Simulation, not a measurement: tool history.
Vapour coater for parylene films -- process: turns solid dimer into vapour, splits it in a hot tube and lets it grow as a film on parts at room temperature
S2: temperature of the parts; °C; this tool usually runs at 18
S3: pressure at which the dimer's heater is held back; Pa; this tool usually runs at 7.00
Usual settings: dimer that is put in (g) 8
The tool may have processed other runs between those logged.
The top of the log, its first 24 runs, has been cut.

Run 25, day 54.917: usual settings but S2 28 °C. Result: thickness of the film (nm) 3720.
Run 26, day 57.667: usual settings but S2 28 °C. Result: thickness of the film (nm) 3720.
Run 27, day 59.896: usual settings but dimer that is put in (g) 3, S2 28 °C. Result: thickness of the film (nm) 1400.
Run 28, day 62.742: usual settings but dimer that is put in (g) 3, S2 28 °C. Result: thickness of the film (nm) 1370.
Run 29, day 64.038: usual settings but dimer that is put in (g) 3, S2 28 °C, S3 4.79 Pa. Result: thickness of the film (nm) 1500.
Run 30, day 66.262: usual settings but dimer that is put in (g) 10, S2 25 °C, S3 11.98 Pa. Result: thickness of the film (nm) 4470.
At day 67.408: trap's valve overhauled.
Run 31, day 69.200: usual settings but dimer that is put in (g) 10, S2 25 °C, S3 11.98 Pa. Result: thickness of the film (nm) 4770.
Run 32, day 71.571: usual settings but dimer that is put in (g) 10, S2 28 °C, S3 11.98 Pa. Result: thickness of the film (nm) 4320.
Run 33, day 74.392: usual settings but dimer that is put in (g) 10, S2 28 °C, S3 11.98 Pa. Result: thickness of the film (nm) 4250.

What does the tool deliver on the next run?
Run 34, day 76.517: usual settings but dimer that is put in (g) 10, S2 28 °C, S3 11.98 Pa. Result: thickness of the film (nm) ?.

Run 34 yielded thickness of the film (nm) 4270.
Minus the tool's unlogged condition, the same run would have read thickness of the film (nm) 4330.
